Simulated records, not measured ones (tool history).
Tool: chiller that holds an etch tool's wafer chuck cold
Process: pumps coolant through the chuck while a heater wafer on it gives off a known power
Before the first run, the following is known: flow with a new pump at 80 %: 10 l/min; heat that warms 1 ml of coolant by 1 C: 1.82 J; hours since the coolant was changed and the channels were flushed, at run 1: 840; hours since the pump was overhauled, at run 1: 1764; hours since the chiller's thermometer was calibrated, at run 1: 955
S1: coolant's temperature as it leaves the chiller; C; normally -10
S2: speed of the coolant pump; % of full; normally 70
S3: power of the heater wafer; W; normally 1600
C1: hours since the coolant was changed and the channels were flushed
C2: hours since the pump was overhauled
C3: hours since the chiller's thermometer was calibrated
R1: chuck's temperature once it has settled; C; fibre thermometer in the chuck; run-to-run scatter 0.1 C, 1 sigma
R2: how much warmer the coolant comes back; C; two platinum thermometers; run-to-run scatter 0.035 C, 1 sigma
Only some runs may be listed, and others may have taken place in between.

run 1 day=0 | S1=-10 S2=70 S3=1600 | C1=840 C2=1764 C3=955 | R1=2.2 R2=6.55
run 2 day=2.862 | S1=-10 S2=60 S3=1600 | C1=908 C2=1833 C3=1024 | R1=3.4 R2=7.47
run 3 day=5.983 | S1=-10 S2=70 S3=1600 | C1=983 C2=1908 C3=1099 | R1=2 R2=6.45
run 4 day=8.888 | S1=-3 S2=70 S3=1600 | C1=1053 C2=1977 C3=1168 | R1=9.1 R2=6.51
run 5 day=11.583 | S1=-10 S2=70 S3=1600 | C1=1118 C2=2042 C3=1233 | R1=2.2 R2=6.51
run 6 day=13.288 | S1=-10 S2=70 S3=2069 | C1=1159 C2=2083 C3=1274 | R1=5.8 R2=8.49
run 7 day=15.392 | S1=0 S2=67 S3=1025 | C1=1209 C2=2133 C3=1324 | R1=8.2 R2=4.33
run 8 day=17.742 | S1=-14 S2=63 S3=1025 | C1=1265 C2=2190 C3=1381 | R1=-5.6 R2=4.61
run 9 day=19.429 | S1=-4 S2=81 S3=1600 | C1=1306 C2=2230 C3=1421 | R1=7.2 R2=5.62
run 10 day=21.425 | S1=-4 S2=81 S3=1600 | C1=1354 C2=2278 C3=1469 | R1=7 R2=5.62
run 11 day=22.733 | S1=-2 S2=73 S3=1600 | C1=1385 C2=2310 C3=1501 | R1=10.1 R2=6.31
run 12 day=24.875 | S1=-17 S2=78 S3=922 | C1=1437 C2=2361 C3=1552 | R1=-10.5 R2=3.4

Branching from run 12: 5 alternative next runs. What would each branch give?
run A day=26.979 | S1=-6 S2=76 S3=973 | C1=1487 C2=2412 C3=1603 | R1=? R2=?
run B day=26.979 | S1=-14 S2=78 S3=935 | C1=1487 C2=2412 C3=1603 | R1=? R2=?
run C day=26.979 | S1=-6 S2=97 S3=922 | C1=1487 C2=2412 C3=1603 | R1=? R2=?
run D day=26.979 | S1=-10 S2=83 S3=2008 | C1=1487 C2=2412 C3=1603 | R1=? R2=?
run E day=26.979 | S1=-3 S2=78 S3=1422 | C1=1487 C2=2412 C3=1603 | R1=? R2=?

run=A R1=0.9 R2=3.74
run=B R1=-7.4 R2=3.43
run=C R1=-0.4 R2=2.75
run=D R1=4.2 R2=7.01
run=E R1=7.2 R2=5.28
The same runs, with their run-to-run variation unchanged, on a tool lacking any hidden condition would have given:
run=A R1=0.4 R2=3.42
run=B R1=-7.8 R2=3.13
run=C R1=-0.7 R2=2.51
run=D R1=2.8 R2=6.41
run=E R1=6.3 R2=4.83
